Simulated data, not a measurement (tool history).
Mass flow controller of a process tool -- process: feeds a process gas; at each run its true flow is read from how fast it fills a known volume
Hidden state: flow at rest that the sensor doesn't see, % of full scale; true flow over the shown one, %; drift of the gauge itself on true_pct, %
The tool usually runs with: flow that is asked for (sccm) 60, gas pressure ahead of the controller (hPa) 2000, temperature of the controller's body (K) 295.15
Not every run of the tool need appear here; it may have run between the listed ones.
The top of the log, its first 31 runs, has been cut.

run      day  flow that is asked for (sccm)  gas pressure ahead of the controller (hPa)  temperature of the controller's body (K)  hours of work since the controller was set to zero  hours of work since the controller was changed  true flow (%)
 32      146                             37                                        2000                                    300.15                                                 154                                            5017         100.03
 33  149.154                             45                                        2510                                    308.15                                                 199                                            5062         100.42
 34  151.696                            125                                        1670                                    306.15                                                 236                                            5098          101.6
 35  155.112                             31                                        2720                                    311.15                                                 285                                            5148          100.4
 36  160.746                             31                                        2720                                    311.15                                                 366                                            5228         100.27
 37  165.362                             60                                        1770                                    295.15                                                 432                                            5295          99.75
 38  169.579                             60                                        1770                                    295.15                                                 492                                            5355          99.77
 39  173.292                             60                                        1770                                    304.15                                                 546                                            5409         100.54
 40  178.362                             56                                        2000                                    295.15                                                 619                                            5482          99.65
 41  183.021                             56                                        2000                                    311.15                                                 686                                            5548         101.07
 42  187.458                             31                                        1820                                    310.15                                                 749                                            5612         100.36
 43  191.754                             24                                        2000                                    295.15                                                 811                                            5674          98.45
 44  195.738                             24                                        2000                                    295.15                                                 868                                            5731          98.23

Below are 3 alternative next runs, each starting from the tool's condition after run 44. Predict each:
  A  199.004                             51                                        1420                                    306.15                                                 915                                            5778              ?
  B  199.004                             60                                        1470                                    295.15                                                 915                                            5778              ?
  C  199.004                             60                                        2000                                    296.15                                                 915                                            5778              ?

run  true flow (%)
  A         100.57
  B          99.83
  C           99.4
What these runs would have given with no unlogged condition in the tool:
run  true flow (%)
  A          99.92
  B          99.06
  C          98.64
